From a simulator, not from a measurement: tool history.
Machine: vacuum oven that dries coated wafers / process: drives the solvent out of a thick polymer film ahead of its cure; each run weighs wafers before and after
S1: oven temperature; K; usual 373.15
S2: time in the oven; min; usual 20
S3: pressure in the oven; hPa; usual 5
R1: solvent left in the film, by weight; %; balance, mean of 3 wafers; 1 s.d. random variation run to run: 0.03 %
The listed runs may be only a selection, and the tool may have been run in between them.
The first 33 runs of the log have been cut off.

run    hour      S1  S2     S3    R1
 34  1126.1  373.15  14   2.99  5.34
 35  1165.6  373.15  27  18.37  2.33
 36  1207.5  373.15  27  18.37  2.32
 37  1227.6  373.15  27  18.37   2.3
 38  1275.7  363.15  19   4.79  5.99
 39  1298.9  363.15  19   4.79  6.09
 40  1338.6  378.15  16   2.87  3.42
 41  1386.5  378.15  13   4.57  4.73
 42  1410.3  378.15  13   4.57  4.74
 43  1448.7  373.15  33   6.79  1.24
 44    1496  364.15  33  19.69  3.32
 45  1532.2  364.15  33    3.4  2.54
 46  1568.4  376.15  17   5.71  3.56
 47    1592  376.15  17   5.71  3.61

Alternative continuations, all from the tool just after run 47; predict every row:
  A  1634.2  376.15  17   6.12   ?
  B  1634.2  376.15  17  13.14   ?
  C  1634.2  359.15  11    5.2   ?

run     R1
  A   3.67
  B   3.81
  C  11.04
Had the tool no hidden state, the same runs would have come out as:
run     R1
  A   3.09
  B   3.21
  C  10.32
